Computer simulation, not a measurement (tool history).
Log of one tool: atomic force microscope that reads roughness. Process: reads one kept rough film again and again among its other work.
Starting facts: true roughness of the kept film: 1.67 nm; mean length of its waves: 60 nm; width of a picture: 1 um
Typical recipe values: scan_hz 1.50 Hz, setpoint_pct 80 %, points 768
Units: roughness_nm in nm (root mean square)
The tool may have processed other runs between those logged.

run,day,scan_hz,setpoint_pct,points,roughness_nm
1,0.000,1.50,80,768,1.483
2,0.862,1.50,80,768,1.472
# day 1.383: new tip fitted
3,1.417,1.50,80,768,1.507
4,2.279,1.50,80,768,1.492
5,2.829,1.50,80,768,1.485
6,3.417,1.50,80,768,1.476
7,4.262,1.50,80,404,1.455
# day 5.042: new tip fitted
8,5.325,1.50,80,768,1.498
9,6.196,1.50,80,768,1.491
10,6.983,1.50,80,768,1.481
11,7.625,1.50,80,768,1.467
12,8.225,1.22,80,768,1.505
# day 8.746: new tip fitted
13,8.908,1.22,80,768,1.530
14,9.358,1.22,80,768,1.520
# day 9.479: height scale calibrated on a step standard
15,9.975,1.22,80,768,1.515
16,10.583,1.22,80,845,1.504
17,11.221,0.95,87,845,1.498
18,11.908,0.95,87,845,1.484
# day 12.508: new tip fitted
19,12.838,0.95,87,845,1.519
20,13.838,1.59,67,493,1.545
# day 14.188: height scale calibrated on a step standard, once more
21,14.412,1.50,61,866,1.564
22,14.867,0.52,80,401,1.548
23,15.850,1.90,76,359,1.449
# day 16.212: new tip fitted
24,16.392,1.90,76,359,1.475
25,17.271,1.90,76,359,1.473
26,17.833,2.22,75,567,1.439
27,18.733,2.06,66,840,1.513
28,19.167,1.50,75,331,1.482
# day 19.896: new tip fitted
29,20.150,1.50,80,331,1.487

Here are 3 independent what-if runs from the current tool condition. What would each one return?
A,20.783,0.86,84,475,?
B,20.783,2.50,80,391,?
C,20.783,1.48,64,510,?

run,roughness_nm
A,1.522
B,1.401
C,1.563
Take away the tool's hidden state, keep each run's random variation, and the runs would have read:
run,roughness_nm
A,1.537
B,1.414
C,1.578
